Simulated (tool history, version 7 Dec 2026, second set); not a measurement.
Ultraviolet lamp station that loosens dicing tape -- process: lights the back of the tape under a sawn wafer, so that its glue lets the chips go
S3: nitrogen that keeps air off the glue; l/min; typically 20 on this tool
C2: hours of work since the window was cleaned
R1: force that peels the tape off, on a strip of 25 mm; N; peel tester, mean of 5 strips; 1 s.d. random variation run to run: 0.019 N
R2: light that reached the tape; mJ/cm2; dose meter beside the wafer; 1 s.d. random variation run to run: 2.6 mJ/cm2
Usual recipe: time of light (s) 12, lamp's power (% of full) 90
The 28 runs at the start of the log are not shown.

Run 29, hour 487.5: usual settings but time of light (s) 8, lamp's power (% of full) 77, S3 10 l/min; hours of work of the lamp 503; C2 23. Result: R1 3.231 N, R2 186 mJ/cm2.
Run 30, hour 508.8: usual settings but time of light (s) 20, S3 10 l/min; hours of work of the lamp 511; C2 31. Result: R1 0.617 N, R2 539 mJ/cm2.
Run 31, hour 526.6: usual settings but lamp's power (% of full) 70; hours of work of the lamp 519; C2 39. Result: R1 1.382 N, R2 249 mJ/cm2.
Run 32, hour 541.1: usual settings but time of light (s) 7, lamp's power (% of full) 67, S3 10 l/min; hours of work of the lamp 525; C2 45. Result: R1 4.118 N, R2 139 mJ/cm2.
Run 33, hour 560.6: usual settings but lamp's power (% of full) 69; hours of work of the lamp 533; C2 53. Result: R1 1.367 N, R2 250 mJ/cm2.
Run 34, hour 575.4: usual settings but time of light (s) 14, lamp's power (% of full) 69; hours of work of the lamp 539; C2 59. Result: R1 1.12 N, R2 286 mJ/cm2.
Run 35, hour 589.7: usual settings but time of light (s) 22, lamp's power (% of full) 100, S3 10 l/min; hours of work of the lamp 545; C2 65. Result: R1 0.408 N, R2 655 mJ/cm2.
Run 36, hour 612: usual settings but time of light (s) 7, lamp's power (% of full) 72, S3 8 l/min; hours of work of the lamp 555; C2 75. Result: R1 4.15 N, R2 153 mJ/cm2.

Consider 3 possible next runs. They are alternatives, not a sequence: every one starts from the tool as it was left by run 36. What does each give?
Run A, hour 626.7: usual settings but time of light (s) 7; hours of work of the lamp 561; C2 81. Result: R1 ?, R2 ?.
Run B, hour 626.7: usual settings but time of light (s) 7, lamp's power (% of full) 61, S3 16 l/min; hours of work of the lamp 561; C2 81. Result: R1 ?, R2 ?.
Run C, hour 626.7: usual settings but time of light (s) 16; hours of work of the lamp 561; C2 81. Result: R1 ?, R2 ?.

run     R1   R2
  A  2.148  185
  B   3.83  124
  C   0.48  429
Had the tool no hidden state, the same runs would have come out as:
run     R1   R2
  A  2.144  185
  B  3.826  124
  C  0.479  429
